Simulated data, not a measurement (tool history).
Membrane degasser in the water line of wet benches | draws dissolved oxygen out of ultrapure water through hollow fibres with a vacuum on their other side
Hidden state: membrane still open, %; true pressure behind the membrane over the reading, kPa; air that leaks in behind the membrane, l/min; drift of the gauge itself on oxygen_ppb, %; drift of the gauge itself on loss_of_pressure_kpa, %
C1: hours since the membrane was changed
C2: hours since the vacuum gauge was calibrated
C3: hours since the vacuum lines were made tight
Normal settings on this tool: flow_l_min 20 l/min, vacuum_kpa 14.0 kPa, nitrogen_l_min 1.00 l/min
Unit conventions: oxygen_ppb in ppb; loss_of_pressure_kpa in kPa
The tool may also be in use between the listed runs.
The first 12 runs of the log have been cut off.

Run 13, hour 858.7: usual settings but vacuum_kpa 17.7 kPa; C1 1032; C2 5927; C3 2821. Result: oxygen_ppb 610.8 ppb, loss_of_pressure_kpa 43.42 kPa.
Run 14, hour 905.6: usual settings; C1 1079; C2 5974; C3 2868. Result: oxygen_ppb 465.9 ppb, loss_of_pressure_kpa 43.35 kPa.
Run 15, hour 947.3: usual settings; C1 1120; C2 6016; C3 2910. Result: oxygen_ppb 471.8 ppb, loss_of_pressure_kpa 43.67 kPa.
At hour 963.7: vacuum gauge calibrated.
Run 16, hour 1005.3: usual settings; C1 1178; C2 42; C3 2967. Result: oxygen_ppb 467.4 ppb, loss_of_pressure_kpa 43.45 kPa.
Run 17, hour 1055.4: usual settings; C1 1228; C2 92; C3 3017. Result: oxygen_ppb 465.4 ppb, loss_of_pressure_kpa 43.91 kPa.
Run 18, hour 1137.4: usual settings but vacuum_kpa 32.1 kPa; C1 1310; C2 174; C3 3099. Result: oxygen_ppb 1125.3 ppb, loss_of_pressure_kpa 43.74 kPa.
Run 19, hour 1185.1: usual settings but vacuum_kpa 19.5 kPa, nitrogen_l_min 0.52 l/min; C1 1358; C2 221; C3 3147. Result: oxygen_ppb 1116.4 ppb, loss_of_pressure_kpa 43.42 kPa.
Run 20, hour 1253.8: usual settings but vacuum_kpa 28.1 kPa, nitrogen_l_min 2.30 l/min; C1 1426; C2 290; C3 3216. Result: oxygen_ppb 492.9 ppb, loss_of_pressure_kpa 44.28 kPa.
Run 21, hour 1326.6: usual settings but vacuum_kpa 20.4 kPa, nitrogen_l_min 0.79 l/min; C1 1499; C2 363; C3 3288. Result: oxygen_ppb 855.7 ppb, loss_of_pressure_kpa 43.73 kPa.
Run 22, hour 1375.3: usual settings but flow_l_min 22 l/min, vacuum_kpa 14.9 kPa, nitrogen_l_min 2.30 l/min; C1 1548; C2 412; C3 3337. Result: oxygen_ppb 274.7 ppb, loss_of_pressure_kpa 48.12 kPa.
Run 23, hour 1416.8: usual settings but flow_l_min 22 l/min, vacuum_kpa 14.9 kPa, nitrogen_l_min 2.30 l/min; C1 1589; C2 453; C3 3379. Result: oxygen_ppb 273.8 ppb, loss_of_pressure_kpa 47.86 kPa.
Run 24, hour 1503.0: usual settings but flow_l_min 16 l/min, vacuum_kpa 20.6 kPa, nitrogen_l_min 0.97 l/min; C1 1676; C2 539; C3 3465. Result: oxygen_ppb 603.7 ppb, loss_of_pressure_kpa 35.10 kPa.
Run 25, hour 1552.5: usual settings but flow_l_min 12 l/min, nitrogen_l_min 1.11 l/min; C1 1725; C2 589; C3 3514. Result: oxygen_ppb 263.9 ppb, loss_of_pressure_kpa 26.15 kPa.
Run 26, hour 1631.8: usual settings but flow_l_min 12 l/min, vacuum_kpa 15.0 kPa, nitrogen_l_min 1.21 l/min; C1 1804; C2 668; C3 3594. Result: oxygen_ppb 265.8 ppb, loss_of_pressure_kpa 25.92 kPa.
Run 27, hour 1717.4: usual settings but flow_l_min 12 l/min, vacuum_kpa 15.0 kPa, nitrogen_l_min 1.21 l/min; C1 1890; C2 754; C3 3679. Result: oxygen_ppb 264.6 ppb, loss_of_pressure_kpa 26.22 kPa.
Run 28, hour 1809.7: usual settings but flow_l_min 12 l/min, vacuum_kpa 15.0 kPa, nitrogen_l_min 1.21 l/min; C1 1982; C2 846; C3 3772. Result: oxygen_ppb 265.9 ppb, loss_of_pressure_kpa 26.04 kPa.
Run 29, hour 1854.4: usual settings but flow_l_min 13 l/min, vacuum_kpa 27.1 kPa, nitrogen_l_min 1.79 l/min; C1 2027; C2 891; C3 3816. Result: oxygen_ppb 392.3 ppb, loss_of_pressure_kpa 28.56 kPa.
Run 30, hour 1952.6: usual settings but flow_l_min 27 l/min, vacuum_kpa 13.5 kPa, nitrogen_l_min 1.79 l/min; C1 2125; C2 989; C3 3914. Result: oxygen_ppb 377.4 ppb, loss_of_pressure_kpa 58.43 kPa.
Run 31, hour 2048.5: usual settings but flow_l_min 27 l/min, vacuum_kpa 13.5 kPa, nitrogen_l_min 1.79 l/min; C1 2221; C2 1085; C3 4010. Result: oxygen_ppb 375.9 ppb, loss_of_pressure_kpa 58.60 kPa.

Here are 3 independent what-if runs from the current tool condition. What would each one return?
Run A, hour 2104.9: usual settings but flow_l_min 27 l/min, vacuum_kpa 23.4 kPa, nitrogen_l_min 1.86 l/min; C1 2278; C2 1141; C3 4067. Result: oxygen_ppb ?, loss_of_pressure_kpa ?.
Run B, hour 2104.9: usual settings but flow_l_min 16 l/min, vacuum_kpa 24.1 kPa, nitrogen_l_min 2.14 l/min; C1 2278; C2 1141; C3 4067. Result: oxygen_ppb ?, loss_of_pressure_kpa ?.
Run C, hour 2104.9: usual settings but vacuum_kpa 15.7 kPa, nitrogen_l_min 0.47 l/min; C1 2278; C2 1141; C3 4067. Result: oxygen_ppb ?, loss_of_pressure_kpa ?.

run  oxygen_ppb  loss_of_pressure_kpa
  A       649.6                 59.06
  B       355.6                 34.85
  C       941.3                 43.37
Had the tool no hidden state, the same runs would have come out as:
run  oxygen_ppb  loss_of_pressure_kpa
  A       665.6                 59.04
  B       364.3                 34.83
  C       964.6                 43.35

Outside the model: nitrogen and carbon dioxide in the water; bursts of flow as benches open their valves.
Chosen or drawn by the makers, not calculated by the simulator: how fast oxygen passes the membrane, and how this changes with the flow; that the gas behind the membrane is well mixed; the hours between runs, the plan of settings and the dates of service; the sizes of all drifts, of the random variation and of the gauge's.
